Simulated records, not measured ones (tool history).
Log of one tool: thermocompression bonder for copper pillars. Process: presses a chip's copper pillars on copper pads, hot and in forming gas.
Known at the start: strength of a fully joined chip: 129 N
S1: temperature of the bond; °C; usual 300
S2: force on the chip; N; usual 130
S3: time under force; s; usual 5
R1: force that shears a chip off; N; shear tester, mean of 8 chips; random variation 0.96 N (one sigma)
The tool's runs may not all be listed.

{"run": 1, "hour": 0.0, "S1": 300, "S2": 130, "S3": 5, "R1": 86.3}
{"run": 2, "hour": 95.8, "S1": 300, "S2": 130, "S3": 5, "R1": 83.4}
{"run": 3, "hour": 181.8, "S1": 300, "S2": 130, "S3": 5, "R1": 84.2}
{"run": 4, "hour": 272.1, "S1": 300, "S2": 130, "S3": 5, "R1": 81.5}
{"hour": 280.0, "done": "force cell calibrated"}
{"run": 5, "hour": 338.1, "S1": 300, "S2": 130, "S3": 5, "R1": 79.1}
{"run": 6, "hour": 388.2, "S1": 300, "S2": 130, "S3": 5, "R1": 78}
{"run": 7, "hour": 454.2, "S1": 300, "S2": 130, "S3": 5, "R1": 78.6}
{"hour": 503.5, "done": "forming gas filter changed"}
{"run": 8, "hour": 508.7, "S1": 300, "S2": 130, "S3": 5, "R1": 84.1}
{"run": 9, "hour": 555.7, "S1": 300, "S2": 130, "S3": 5, "R1": 84.6}
{"run": 10, "hour": 639.9, "S1": 300, "S2": 130, "S3": 5, "R1": 83.6}
{"run": 11, "hour": 716.7, "S1": 300, "S2": 130, "S3": 5, "R1": 82.3}
{"run": 12, "hour": 776.6, "S1": 300, "S2": 130, "S3": 5, "R1": 81.9}
{"run": 13, "hour": 830.3, "S1": 300, "S2": 130, "S3": 5, "R1": 79.5}
{"run": 14, "hour": 889.5, "S1": 276, "S2": 130, "S3": 5, "R1": 57.7}
{"run": 15, "hour": 961.0, "S1": 278, "S2": 130, "S3": 6, "R1": 63.5}
{"hour": 1001.4, "done": "forming gas filter changed"}
{"run": 16, "hour": 1021.8, "S1": 300, "S2": 81, "S3": 3, "R1": 59.5}
{"run": 17, "hour": 1114.8, "S1": 323, "S2": 141, "S3": 3, "R1": 97.2}
{"run": 18, "hour": 1159.7, "S1": 323, "S2": 141, "S3": 3, "R1": 94.6}
{"run": 19, "hour": 1232.0, "S1": 320, "S2": 80, "S3": 3, "R1": 73.3}
{"run": 20, "hour": 1311.1, "S1": 301, "S2": 151, "S3": 3, "R1": 77.2}
{"run": 21, "hour": 1363.0, "S1": 325, "S2": 101, "S3": 6, "R1": 97.3}
{"run": 22, "hour": 1447.5, "S1": 302, "S2": 130, "S3": 13, "R1": 99.7}
{"hour": 1498.7, "done": "forming gas filter changed"}
{"run": 23, "hour": 1509.4, "S1": 288, "S2": 116, "S3": 5, "R1": 74.4}

Forecast run 24:
{"run": 24, "hour": 1585.5, "S1": 288, "S2": 116, "S3": 5, "R1": "?"}

R1: 74.1 N
Without the tool's hidden state the same run would have given R1 67.9 N.
